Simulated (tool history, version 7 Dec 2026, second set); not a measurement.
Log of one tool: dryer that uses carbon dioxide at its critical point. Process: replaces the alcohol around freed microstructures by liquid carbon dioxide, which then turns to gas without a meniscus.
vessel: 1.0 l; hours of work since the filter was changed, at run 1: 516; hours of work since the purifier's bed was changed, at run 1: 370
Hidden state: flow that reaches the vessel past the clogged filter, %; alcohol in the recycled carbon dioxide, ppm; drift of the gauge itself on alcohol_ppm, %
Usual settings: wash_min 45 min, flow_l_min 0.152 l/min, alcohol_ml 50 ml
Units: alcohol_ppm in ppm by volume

run	hour	wash_min	flow_l_min	alcohol_ml	hours of work since the filter was changed	hours of work since the purifier's bed was changed	alcohol_ppm
1	0	45	0.152	50	516	370	223
2	18.1	45	0.152	50	530	384	215
3	28.2	45	0.152	50	538	391	227
# hour 42.2: inlet filter changed
4	46.5	45	0.152	50	3	405	169
5	54.6	39	0.152	50	9	411	287
6	67.5	45	0.152	21	19	421	126
7	79.8	45	0.152	21	29	430	131
8	93.9	45	0.152	108	39	441	275
9	112.2	45	0.152	108	53	455	288
10	130.3	45	0.152	108	67	468	308
11	138.2	45	0.152	29	73	474	154
12	151.2	71	0.152	50	83	484	99
13	169	45	0.152	50	97	498	199
14	183.6	45	0.182	50	108	509	133
15	194.8	45	0.182	50	116	517	136
16	206.2	45	0.182	50	125	526	140
17	222.9	45	0.182	50	138	539	137
18	231.2	45	0.152	46	144	545	199
19	243.1	45	0.152	46	153	554	207
20	259.8	45	0.152	46	166	567	210
21	267.6	45	0.152	46	172	573	214
22	283.2	45	0.152	46	184	585	216
23	291.2	45	0.152	46	190	591	213
24	298.5	45	0.108	68	195	597	1008
25	306.8	33	0.108	68	202	603	2906
26	315.4	33	0.108	68	208	609	2898
27	324.5	33	0.108	68	215	616	3038
28	332.6	33	0.108	68	221	622	2956
29	346	33	0.108	68	231	633	3000
30	360	33	0.165	53	242	643	532
31	377.3	53	0.238	50	255	657	136
32	392	40	0.238	50	266	668	144
33	406	40	0.238	50	277	678	151
34	421.6	40	0.238	50	289	690	148
35	436	45	0.132	87	300	701	592
36	453.7	45	0.25	63	313	715	153
37	462.1	45	0.152	23	320	721	201
38	474.9	27	0.126	50	330	731	2538
39	483.5	27	0.209	56	336	737	479
40	500.3	28	0.152	21	349	750	644
41	508.8	41	0.209	21	355	757	173
42	524.9	41	0.209	21	368	769	165
43	538.1	45	0.156	59	378	779	279
44	546.1	67	0.22	115	384	785	171
45	555.7	67	0.22	115	391	792	169
46	565.7	32	0.123	26	399	800	1018

3 ways to go on from here, each from the tool as it stands after run 46. What would each give?
A	581.1	56	0.235	68	411	812	?
B	581.1	32	0.123	30	411	812	?
C	581.1	32	0.123	78	411	812	?

run	alcohol_ppm
A	173
B	1140
C	2738
Without the tool's hidden state the same runs would have given:
run	alcohol_ppm
A	7
B	789
C	2068

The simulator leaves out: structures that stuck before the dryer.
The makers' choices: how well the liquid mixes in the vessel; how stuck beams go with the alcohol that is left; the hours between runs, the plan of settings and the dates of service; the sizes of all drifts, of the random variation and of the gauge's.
